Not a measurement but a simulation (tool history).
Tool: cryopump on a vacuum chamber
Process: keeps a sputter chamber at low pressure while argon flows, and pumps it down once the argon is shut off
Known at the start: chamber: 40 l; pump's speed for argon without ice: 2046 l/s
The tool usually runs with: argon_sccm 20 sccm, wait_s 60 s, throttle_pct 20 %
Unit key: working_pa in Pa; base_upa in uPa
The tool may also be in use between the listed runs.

Run 1, hour 0.0: usual settings. Result: working_pa 0.0847 Pa, base_upa 1.27 uPa.
Run 2, hour 19.4: usual settings. Result: working_pa 0.0857 Pa, base_upa 1.32 uPa.
Run 3, hour 34.8: usual settings. Result: working_pa 0.0857 Pa, base_upa 1.31 uPa.
Run 4, hour 46.6: usual settings but throttle_pct 16 %. Result: working_pa 0.1053 Pa, base_upa 1.28 uPa.
Run 5, hour 57.4: usual settings but throttle_pct 16 %. Result: working_pa 0.1066 Pa, base_upa 1.32 uPa.
Run 6, hour 73.0: usual settings but throttle_pct 16 %. Result: working_pa 0.1077 Pa, base_upa 1.37 uPa.
Run 7, hour 86.5: usual settings but throttle_pct 16 %. Result: working_pa 0.1064 Pa, base_upa 1.31 uPa.
Run 8, hour 97.0: usual settings but throttle_pct 16 %. Result: working_pa 0.1046 Pa, base_upa 1.29 uPa.
Run 9, hour 108.0: usual settings. Result: working_pa 0.0849 Pa, base_upa 1.35 uPa.
Run 10, hour 126.7: usual settings. Result: working_pa 0.0863 Pa, base_upa 1.29 uPa.
Run 11, hour 145.4: usual settings. Result: working_pa 0.0851 Pa, base_upa 1.34 uPa.
Run 12, hour 163.4: usual settings. Result: working_pa 0.0867 Pa, base_upa 1.37 uPa.
Run 13, hour 175.8: usual settings. Result: working_pa 0.0861 Pa, base_upa 1.38 uPa.
Run 14, hour 191.8: usual settings but wait_s 108 s. Result: working_pa 0.0856 Pa, base_upa 0.87 uPa.
Run 15, hour 207.7: usual settings but throttle_pct 45 %. Result: working_pa 0.0398 Pa, base_upa 1.36 uPa.
Run 16, hour 222.7: usual settings. Result: working_pa 0.0861 Pa, base_upa 1.35 uPa.
At hour 234.1: pump warmed up, emptied and cooled again.
Run 17, hour 244.8: usual settings but wait_s 247 s. Result: working_pa 0.0827 Pa, base_upa 0.56 uPa.
Run 18, hour 260.2: usual settings but wait_s 247 s, throttle_pct 17 %. Result: working_pa 0.0987 Pa, base_upa 0.56 uPa.
Run 19, hour 277.4: usual settings but argon_sccm 25 sccm, throttle_pct 15 %. Result: working_pa 0.1390 Pa, base_upa 1.30 uPa.
Run 20, hour 289.7: usual settings but wait_s 81 s, throttle_pct 18 %. Result: working_pa 0.0919 Pa, base_upa 1.04 uPa.
Run 21, hour 300.1: usual settings but argon_sccm 13 sccm, wait_s 79 s, throttle_pct 23 %. Result: working_pa 0.0467 Pa, base_upa 1.08 uPa.
Run 22, hour 314.1: usual settings but wait_s 23 s, throttle_pct 25 %. Result: working_pa 0.0671 Pa, base_upa 2.94 uPa.
Run 23, hour 322.8: usual settings but argon_sccm 28 sccm, wait_s 161 s, throttle_pct 16 %. Result: working_pa 0.1453 Pa, base_upa 0.71 uPa.
Run 24, hour 338.8: usual settings but argon_sccm 25 sccm, wait_s 65 s, throttle_pct 51 %. Result: working_pa 0.0407 Pa, base_upa 1.18 uPa.
Run 25, hour 357.2: usual settings but throttle_pct 42 %. Result: working_pa 0.0405 Pa, base_upa 1.34 uPa.
Run 26, hour 370.0: usual settings but argon_sccm 11 sccm, wait_s 149 s. Result: working_pa 0.0450 Pa, base_upa 0.73 uPa.
Run 27, hour 388.1: usual settings but argon_sccm 9 sccm, wait_s 56 s, throttle_pct 43 %. Result: working_pa 0.0179 Pa, base_upa 1.33 uPa.
Run 28, hour 398.7: usual settings but wait_s 226 s, throttle_pct 30 %. Result: working_pa 0.0559 Pa, base_upa 0.62 uPa.
Run 29, hour 408.8: usual settings but wait_s 53 s, throttle_pct 30 %. Result: working_pa 0.0565 Pa, base_upa 1.45 uPa.
Run 30, hour 421.3: usual settings but argon_sccm 12 sccm, wait_s 53 s, throttle_pct 24 %. Result: working_pa 0.0422 Pa, base_upa 1.47 uPa.
Run 31, hour 430.3: usual settings but argon_sccm 12 sccm, wait_s 53 s, throttle_pct 24 %. Result: working_pa 0.0411 Pa, base_upa 1.44 uPa.
Run 32, hour 443.6: usual settings but argon_sccm 12 sccm, wait_s 53 s, throttle_pct 24 %. Result: working_pa 0.0418 Pa, base_upa 1.42 uPa.
Run 33, hour 452.9: usual settings but argon_sccm 9 sccm, wait_s 22 s, throttle_pct 24 %. Result: working_pa 0.0312 Pa, base_upa 2.97 uPa.

Below, each run's measurement less what the same run would have read without the hidden state. Both values contain the same run-to-run variation, but the gauge's scatter may not be the same in both:
The hidden state here: pump's speed, % of a pump's without ice; cold plate's temperature, K; leak into the chamber, uPa l/s; drift of the gauge itself on working_pa, %; drift of the gauge itself on base_upa, %.
run  working_pa  base_upa
  1     +0.0025     +0.18
  2     +0.0026     +0.18
  3     +0.0027     +0.18
  4     +0.0027     +0.18
  5     +0.0027     +0.19
  6     +0.0028     +0.19
  7     +0.0028     +0.19
  8     +0.0028     +0.19
  9     +0.0029     +0.19
 10     +0.0030     +0.20
 11     +0.0031     +0.19
 12     +0.0032     +0.20
 13     +0.0032     +0.21
 14     +0.0033     +0.21
 15     +0.0033     +0.21
 16     +0.0034     +0.21
 17     +0.0003     +0.16
 18     +0.0004     +0.16
 19     +0.0005     +0.17
 20     +0.0004     +0.16
 21     +0.0003     +0.16
 22     +0.0006     +0.17
 23     +0.0007     +0.17
 24     +0.0007     +0.17
 25     +0.0006     +0.18
 26     +0.0004     +0.17
 27     +0.0003     +0.17
 28     +0.0008     +0.18
 29     +0.0008     +0.17
 30     +0.0005     +0.18
 31     +0.0005     +0.18
 32     +0.0006     +0.18
 33     +0.0004     +0.18
